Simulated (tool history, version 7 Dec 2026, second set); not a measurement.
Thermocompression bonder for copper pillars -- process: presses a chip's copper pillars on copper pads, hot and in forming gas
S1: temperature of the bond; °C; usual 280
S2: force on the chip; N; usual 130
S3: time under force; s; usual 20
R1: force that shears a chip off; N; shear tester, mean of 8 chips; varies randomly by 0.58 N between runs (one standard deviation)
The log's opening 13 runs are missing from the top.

run 14 day=27.767 | S1=253 S2=130 S3=20 | R1=32.7
-- day=28.812 force cell calibrated
run 15 day=29.417 | S1=280 S2=130 S3=20 | R1=43.1
run 16 day=31.308 | S1=280 S2=130 S3=20 | R1=41.8
run 17 day=33.433 | S1=280 S2=130 S3=20 | R1=42.5
run 18 day=35.262 | S1=280 S2=130 S3=20 | R1=42.4
run 19 day=37.175 | S1=280 S2=130 S3=20 | R1=43
run 20 day=39.208 | S1=280 S2=130 S3=20 | R1=41.1
-- day=40.583 force cell calibrated, once more
run 21 day=41.492 | S1=264 S2=86 S3=51 | R1=37.7
-- day=41.967 forming gas filter changed
run 22 day=42.833 | S1=278 S2=114 S3=59 | R1=59.8
run 23 day=45.55 | S1=280 S2=179 S3=20 | R1=56.8
run 24 day=47.562 | S1=280 S2=179 S3=20 | R1=56.9
run 25 day=49.483 | S1=306 S2=148 S3=42 | R1=73.8
run 26 day=50.958 | S1=280 S2=156 S3=12 | R1=43.2
run 27 day=52.788 | S1=280 S2=139 S3=23 | R1=49.6
run 28 day=55.467 | S1=272 S2=130 S3=27 | R1=45.8
run 29 day=58.196 | S1=278 S2=135 S3=36 | R1=52.9
run 30 day=60.979 | S1=257 S2=106 S3=58 | R1=42.9
run 31 day=62.775 | S1=264 S2=106 S3=47 | R1=42.2
run 32 day=65.283 | S1=299 S2=121 S3=14 | R1=42.9
run 33 day=67.521 | S1=258 S2=163 S3=18 | R1=38.3

Run 34 comes next. What will it give?
run 34 day=69.671 | S1=277 S2=125 S3=47 | R1=?

For run 34 the tool returned R1 53.9 N.
Minus the tool's unlogged condition, the same run would have read R1 61.3 N.
